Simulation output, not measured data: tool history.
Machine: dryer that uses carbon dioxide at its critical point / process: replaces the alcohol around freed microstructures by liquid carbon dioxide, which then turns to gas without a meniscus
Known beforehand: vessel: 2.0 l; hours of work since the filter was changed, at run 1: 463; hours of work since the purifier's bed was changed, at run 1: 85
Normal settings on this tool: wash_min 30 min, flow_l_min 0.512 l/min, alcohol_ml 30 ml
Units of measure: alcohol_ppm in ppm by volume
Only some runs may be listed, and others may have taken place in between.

run,hour,wash_min,flow_l_min,alcohol_ml,hours of work since the filter was changed,hours of work since the purifier's bed was changed,alcohol_ppm
1,0.0,30,0.512,30,463,85,141
2,11.5,30,0.512,30,471,93,147
3,20.0,30,0.512,30,477,99,150
# hour 21.9: inlet filter changed
4,31.4,27,0.512,30,7,106,107
5,43.6,30,0.512,30,15,115,76
6,58.7,30,0.512,30,26,126,93
7,72.6,30,0.512,30,36,136,84
8,88.6,30,0.512,30,47,147,90
9,98.2,29,0.512,30,54,154,101
10,109.1,30,0.512,30,62,162,98
11,125.3,30,0.512,30,74,173,106
12,141.6,30,0.512,30,85,185,100
13,156.4,30,0.512,30,96,195,106
14,170.8,22,0.512,30,106,206,279
15,180.8,21,0.512,40,113,213,443
16,194.3,22,0.512,40,123,222,373
17,209.8,38,0.512,113,134,233,101
18,218.6,26,0.488,24,140,240,170
19,233.4,41,0.512,30,150,250,84
20,251.9,41,0.864,30,164,263,82
21,272.3,44,0.465,26,178,278,91
22,291.3,40,0.532,76,192,291,100
23,302.1,40,0.532,76,199,299,102

Run 24 comes next. What will it give?
24,317.5,45,0.768,40,210,310,?

Logged for run 24: alcohol_ppm 86 ppm by volume.
Were there no unlogged condition in the tool, this run, its random variation unchanged, would have produced alcohol_ppm 6 ppm by volume.
